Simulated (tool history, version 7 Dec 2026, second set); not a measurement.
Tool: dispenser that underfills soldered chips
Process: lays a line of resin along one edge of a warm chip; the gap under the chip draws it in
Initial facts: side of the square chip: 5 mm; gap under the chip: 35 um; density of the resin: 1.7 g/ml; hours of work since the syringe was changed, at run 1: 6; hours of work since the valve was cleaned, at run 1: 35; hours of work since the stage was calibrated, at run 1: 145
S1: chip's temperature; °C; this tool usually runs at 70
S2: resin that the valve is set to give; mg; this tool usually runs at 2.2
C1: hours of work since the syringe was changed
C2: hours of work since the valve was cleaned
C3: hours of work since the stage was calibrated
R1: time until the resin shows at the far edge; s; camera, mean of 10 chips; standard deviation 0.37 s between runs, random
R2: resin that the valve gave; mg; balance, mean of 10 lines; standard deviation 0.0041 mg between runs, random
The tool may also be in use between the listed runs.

run	hour	S1	S2	C1	C2	C3	R1	R2
1	0	70	2.2	6	35	145	28	2.17
# hour 6.5: new syringe of resin
2	8.1	70	2.2	1	41	151	22.9	2.166
3	12.1	70	2.2	4	44	154	26.6	2.16
4	17.9	70	2.2	9	49	158	33.6	2.156
# hour 21.3: new syringe of resin
5	22.7	70	2.74	1	52	162	21.4	2.682
6	30.5	70	2.26	7	58	168	29.4	2.202
# hour 35.8: new syringe of resin
7	37.4	70	2.26	1	63	173	22.2	2.204
8	42.8	70	2.26	5	67	177	28	2.197
9	47.5	70	2.39	9	71	180	32.7	2.329
# hour 50.4: new syringe of resin
10	51.9	70	2.39	1	74	183	22.5	2.328
11	57.2	70	2.39	5	78	188	26.4	2.315
# hour 61.2: dispensing valve cleaned and set on the balance
12	63.6	70	2.2	9	2	192	33.8	2.198
# hour 65.7: new syringe of resin
13	71.3	70	2.2	4	8	197	25.2	2.201
14	78	70	2.2	9	13	202	33.1	2.187
# hour 80: new syringe of resin
15	84.4	63	2.2	3	17	207	32.1	2.186
16	90.3	63	2.2	8	22	212	41.1	2.179
# hour 94.6: new syringe of resin
17	94.6	63	2.2	0	25	215	28	2.174
18	99.6	70	2.2	4	29	219	25.8	2.179
19	106.3	70	2.2	9	34	224	32.6	2.171
# hour 109.6: new syringe of resin
20	114.8	56	2.33	4	40	230	42.2	2.297
21	121.3	58	1.97	9	45	235	52	1.932
# hour 124.1: new syringe of resin
22	129.2	83	2.74	4	51	241	16.6	2.688
23	137.9	66	2.2	11	57	247	40.7	2.149
# hour 138.7: new syringe of resin
24	147.7	66	2.2	7	65	255	34.6	2.145
25	151.6	70	2.82	10	68	258	34.2	2.751
# hour 153.8: new syringe of resin
26	159.3	70	2.82	4	73	263	24.9	2.738
27	165	85	2.3	9	78	268	19.3	2.241
# hour 169: new syringe of resin
# hour 170: dispensing valve cleaned and set on the balance
28	172.7	65	2.9	2	2	272	26.4	2.888
29	179.1	71	2.5	7	7	277	27.4	2.493
# hour 184.4: new syringe of resin
30	184.4	56	2.28	0	11	281	35.1	2.274
31	191.7	85	2.77	6	16	287	16	2.753
32	195.7	58	2.14	9	19	290	50.9	2.125
# hour 199.1: new syringe of resin
33	204.8	58	2.14	4	26	297	40.2	2.122
34	212	61	2.35	10	32	302	47.1	2.325
# hour 213.9: new syringe of resin
35	221.5	62	2.36	6	39	309	36.9	2.335

Here are 3 independent what-if runs from the current tool condition. What would each one return?
A	226.2	61	2.38	9	42	313	?	?
B	226.2	63	2.32	9	42	313	?	?
C	226.2	66	2.2	9	42	313	?	?

run	R1	R2
A	45.2	2.348
B	41.7	2.287
C	38.7	2.163
What these runs would have given with no unlogged condition in the tool:
run	R1	R2
A	30	2.384
B	27.6	2.322
C	25.8	2.196

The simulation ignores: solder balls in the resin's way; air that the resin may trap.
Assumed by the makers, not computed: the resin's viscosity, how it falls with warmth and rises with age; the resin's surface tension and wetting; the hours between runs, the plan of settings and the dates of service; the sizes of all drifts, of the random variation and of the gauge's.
